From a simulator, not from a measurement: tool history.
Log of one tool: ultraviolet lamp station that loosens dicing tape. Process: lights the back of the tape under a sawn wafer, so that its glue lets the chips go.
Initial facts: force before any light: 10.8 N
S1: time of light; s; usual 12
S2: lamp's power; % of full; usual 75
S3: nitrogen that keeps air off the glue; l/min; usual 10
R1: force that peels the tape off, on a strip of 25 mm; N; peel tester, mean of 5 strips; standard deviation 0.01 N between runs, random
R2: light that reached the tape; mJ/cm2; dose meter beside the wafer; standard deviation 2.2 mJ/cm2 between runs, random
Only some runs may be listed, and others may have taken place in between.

| run | hour | S1 | S2 | S3 | R1 | R2 |
|---|---|---|---|---|---|---|
| 1 | 0 | 12 | 75 | 10 | 0.524 | 182 |
| 2 | 10.4 | 12 | 75 | 10 | 0.537 | 186 |
| 3 | 30.3 | 7 | 75 | 10 | 1.764 | 110 |
| 4 | 43.5 | 12 | 75 | 10 | 0.534 | 187 |
| 5 | 56.2 | 12 | 75 | 10 | 0.535 | 187 |
| 6 | 67.1 | 8 | 75 | 10 | 1.441 | 119 |
| 7 | 80.2 | 12 | 94 | 10 | 0.282 | 229 |
| 8 | 97.1 | 12 | 94 | 10 | 0.294 | 233 |
| 9 | 121.3 | 12 | 94 | 10 | 0.28 | 232 |
| 10 | 140.6 | 12 | 73 | 10 | 0.608 | 179 |
| 11 | 164.1 | 12 | 75 | 10 | 0.58 | 181 |
| 12 | 176.9 | 12 | 75 | 10 | 0.551 | 180 |
| 13 | 191.3 | 12 | 75 | 10 | 0.554 | 185 |
| 14 | 207.5 | 12 | 75 | 10 | 0.566 | 184 |
| 15 | 229.8 | 12 | 75 | 10 | 0.591 | 178 |
| 16 | 244 | 12 | 75 | 10 | 0.595 | 179 |
| 17 | 255.2 | 12 | 76 | 10 | 0.568 | 185 |
| 18 | 274.7 | 21 | 75 | 10 | 0.125 | 310 |
| 19 | 292.6 | 21 | 75 | 10 | 0.115 | 313 |
| 20 | 318.1 | 12 | 75 | 5 | 0.947 | 175 |
| 21 | 337.7 | 12 | 75 | 10 | 0.606 | 179 |

Expected results for the next run?
| 22 | 351.2 | 12 | 75 | 10 | ? | ? |

For run 22 the tool returned R1 0.625 N, R2 179 mJ/cm2.
Without the tool's hidden state the same run would have given R1 0.445 N, R2 201 mJ/cm2.

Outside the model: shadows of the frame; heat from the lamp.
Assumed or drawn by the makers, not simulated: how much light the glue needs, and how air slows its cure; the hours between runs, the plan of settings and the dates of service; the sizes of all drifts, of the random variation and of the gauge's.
